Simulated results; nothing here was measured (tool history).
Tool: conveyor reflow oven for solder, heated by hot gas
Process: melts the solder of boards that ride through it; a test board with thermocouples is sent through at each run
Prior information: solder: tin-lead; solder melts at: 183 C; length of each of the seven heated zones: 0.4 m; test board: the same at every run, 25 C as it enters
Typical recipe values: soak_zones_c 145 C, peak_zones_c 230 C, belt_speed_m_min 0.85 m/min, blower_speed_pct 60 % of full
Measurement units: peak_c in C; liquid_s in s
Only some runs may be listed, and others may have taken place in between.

run	hour	soak_zones_c	peak_zones_c	belt_speed_m_min	blower_speed_pct	peak_c	liquid_s
1	0	145	230	0.85	60	209.4	39.2
2	41	145	230	0.85	60	210.1	39.3
3	94.3	145	230	0.85	60	209.4	38.3
4	148.9	145	230	0.85	60	209.6	38.6
5	203	145	230	0.85	60	209	38.7
6	254.4	145	230	0.85	60	208.7	38
7	280.6	145	230	0.85	60	208.5	38.3
8	307.6	145	230	0.85	60	208.6	38.2
9	365.2	145	243	0.85	60	218.7	44.5
10	407.5	145	220	0.85	60	200.3	30.5
11	453.9	145	220	0.85	60	200.9	32.7
12	482.4	145	240	0.85	60	218	44.6
13	516.6	145	240	0.85	60	217.3	45.4
14	556.4	145	240	0.85	60	219.6	46
15	609.7	145	240	0.85	60	219.6	45.2
16	636.4	145	230	0.85	60	210.2	40.1
17	678.3	137	230	0.85	60	208.4	36
18	706.4	137	230	0.85	60	207.5	36.5
19	744.4	137	230	0.85	60	208.2	35.3
20	790.2	151	234	0.85	60	214.9	44.5
21	853.1	150	242	0.85	60	222.6	49.5
22	902.7	153	243	0.85	61	224.1	50.1
23	948	148	237	0.913	88	221.7	43.6
24	979.1	145	230	0.696	58	215.4	54
25	1037.1	134	235	0.755	60	215.4	45.6
26	1070.4	134	235	0.755	54	213.8	43.5
27	1107.1	137	240	0.788	64	219.2	46.3
28	1166.3	137	230	0.85	60	207.5	34.5
29	1218.7	153	230	0.85	60	210.9	41.3
30	1268.1	153	237	0.862	60	217.3	46.5
31	1302.5	137	230	0.85	59	208.5	35.7

Removed from this log: 5 entries logged between the listed runs. Between which two listed runs does each belong, and how does the tool's hidden state at the listed run before it compare with that at the listed run after it?
In the gap between runs 10 and 11: flux residue cleaned out of gas plates and filters (hour 418.9)
  heat that the gas passes to the board, % of a clean oven's: 90.8 -> 98.1; belt's true speed, % of the reading: 98.32 -> 98.26; true gas temperature in zones 6 and 7 over the reading, C: -2 -> -2.06
  measured value less the no-hidden-state value, peak_c: -3.1 -> -1.5 C; liquid_s: -3.1 -> -0.8 s
In the gap between runs 13 and 14: thermocouples of zones 6 and 7 changed (hour 545.3)
  heat that the gas passes to the board, % of a clean oven's: 96.7 -> 95.9; belt's true speed, % of the reading: 98.16 -> 98.09; true gas temperature in zones 6 and 7 over the reading, C: -2.15 -> 0.57
  measured value less the no-hidden-state value, peak_c: -1.9 -> +0.1 C; liquid_s: -0.3 -> +0.8 s
In the gap between runs 20 and 21: flux residue cleaned out of gas plates and filters (hour 842.9)
  heat that the gas passes to the board, % of a clean oven's: 90.6 -> 99.5; belt's true speed, % of the reading: 97.71 -> 97.62; true gas temperature in zones 6 and 7 over the reading, C: 0.24 -> 0.16
  measured value less the no-hidden-state value, peak_c: -1.3 -> +0.8 C; liquid_s: -0.1 -> +1.7 s
In the gap between runs 21 and 22: belt drive overhauled, speed set with a stopwatch (hour 864.8)
  heat that the gas passes to the board, % of a clean oven's: 99.5 -> 98.4; belt's true speed, % of the reading: 97.62 -> 99.9; true gas temperature in zones 6 and 7 over the reading, C: 0.16 -> 0.09
  measured value less the no-hidden-state value, peak_c: +0.8 -> -0.3 C; liquid_s: +1.7 -> -0.1 s
In the gap between runs 29 and 30: flux residue cleaned out of gas plates and filters (hour 1266.9)
  heat that the gas passes to the board, % of a clean oven's: 91.2 -> 99.6; belt's true speed, % of the reading: 99.37 -> 99.29; true gas temperature in zones 6 and 7 over the reading, C: -0.36 -> -0.42
  measured value less the no-hidden-state value, peak_c: -2.1 -> -0.2 C; liquid_s: -1.6 -> +0.2 s

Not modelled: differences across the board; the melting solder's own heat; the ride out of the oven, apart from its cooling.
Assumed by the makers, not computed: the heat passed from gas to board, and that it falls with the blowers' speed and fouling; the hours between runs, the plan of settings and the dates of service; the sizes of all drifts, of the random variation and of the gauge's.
